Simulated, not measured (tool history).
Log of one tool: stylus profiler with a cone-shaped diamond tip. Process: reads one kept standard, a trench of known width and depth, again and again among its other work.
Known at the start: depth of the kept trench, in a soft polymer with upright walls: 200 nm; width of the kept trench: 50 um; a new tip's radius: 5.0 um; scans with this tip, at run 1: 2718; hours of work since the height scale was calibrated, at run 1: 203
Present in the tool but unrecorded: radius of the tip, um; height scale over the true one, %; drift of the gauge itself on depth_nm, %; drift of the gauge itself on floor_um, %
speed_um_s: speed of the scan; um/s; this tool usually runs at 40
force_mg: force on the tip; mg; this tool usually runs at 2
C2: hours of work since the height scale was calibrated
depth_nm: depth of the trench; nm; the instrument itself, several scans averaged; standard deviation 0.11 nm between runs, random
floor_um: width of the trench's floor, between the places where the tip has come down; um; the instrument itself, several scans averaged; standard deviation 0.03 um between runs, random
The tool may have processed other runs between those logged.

Run 1, hour 0: usual settings; scans with this tip 2718; C2 203. Result: depth_nm 201.3 nm, floor_um 46.85 um.
Run 2, hour 72.5: usual settings but force_mg 5.36 mg; scans with this tip 3158; C2 236. Result: depth_nm 202.58 nm, floor_um 46.94 um.
Run 3, hour 175.4: usual settings but force_mg 5.36 mg; scans with this tip 3782; C2 283. Result: depth_nm 202.55 nm, floor_um 46.96 um.
Run 4, hour 267: usual settings but speed_um_s 11 um/s; scans with this tip 4337; C2 324. Result: depth_nm 201.3 nm, floor_um 47.03 um.
Run 5, hour 313.4: usual settings; scans with this tip 4619; C2 345. Result: depth_nm 201.22 nm, floor_um 46.85 um.
Run 6, hour 410.1: usual settings; scans with this tip 5206; C2 389. Result: depth_nm 201.22 nm, floor_um 46.77 um.
Run 7, hour 454.1: usual settings but speed_um_s 10 um/s; scans with this tip 5473; C2 409. Result: depth_nm 201.3 nm, floor_um 46.95 um.
At hour 463.8: height scale calibrated on a step standard.
Run 8, hour 509.6: usual settings but force_mg 0.97 mg; scans with this tip 5806; C2 21. Result: depth_nm 200.41 nm, floor_um 46.6 um.
Run 9, hour 584.2: usual settings but speed_um_s 43 um/s, force_mg 3.74 mg; scans with this tip 6259; C2 55. Result: depth_nm 201.64 nm, floor_um 46.84 um.
Run 10, hour 648.1: usual settings but speed_um_s 43 um/s, force_mg 3.74 mg; scans with this tip 6646; C2 84. Result: depth_nm 201.78 nm, floor_um 46.77 um.
Run 11, hour 729.8: usual settings but speed_um_s 43 um/s, force_mg 3.74 mg; scans with this tip 7142; C2 121. Result: depth_nm 201.63 nm, floor_um 46.8 um.
Run 12, hour 808.7: usual settings but speed_um_s 17 um/s, force_mg 1.09 mg; scans with this tip 7621; C2 156. Result: depth_nm 200.46 nm, floor_um 46.84 um.
Run 13, hour 882.2: usual settings but speed_um_s 30 um/s, force_mg 0.77 mg; scans with this tip 8067; C2 190. Result: depth_nm 200.13 nm, floor_um 46.66 um.
At hour 925.4: height scale calibrated on a step standard, once more.
Run 14, hour 974.8: usual settings but speed_um_s 30 um/s, force_mg 0.77 mg; scans with this tip 8625; C2 22. Result: depth_nm 200.8 nm, floor_um 46.65 um.
Run 15, hour 1047.6: usual settings but speed_um_s 30 um/s, force_mg 0.77 mg; scans with this tip 9067; C2 55. Result: depth_nm 200.78 nm, floor_um 46.67 um.

Difference, measured minus no-hidden-state, one row per run. Run-to-run variation is common to both terms; the gauge's own scatter need not be:
run  depth_nm  floor_um
  1     -0.13     -0.08
  2     -0.16     -0.09
  3      -0.2     -0.11
  4     -0.23     -0.13
  5     -0.25     -0.13
  6     -0.29     -0.15
  7     -0.31     -0.15
  8     -0.46     -0.17
  9      -0.5     -0.18
 10     -0.52     -0.18
 11     -0.55      -0.2
 12     -0.57     -0.22
 13      -0.6     -0.22
 14     +0.08     -0.24
 15     +0.05     -0.25
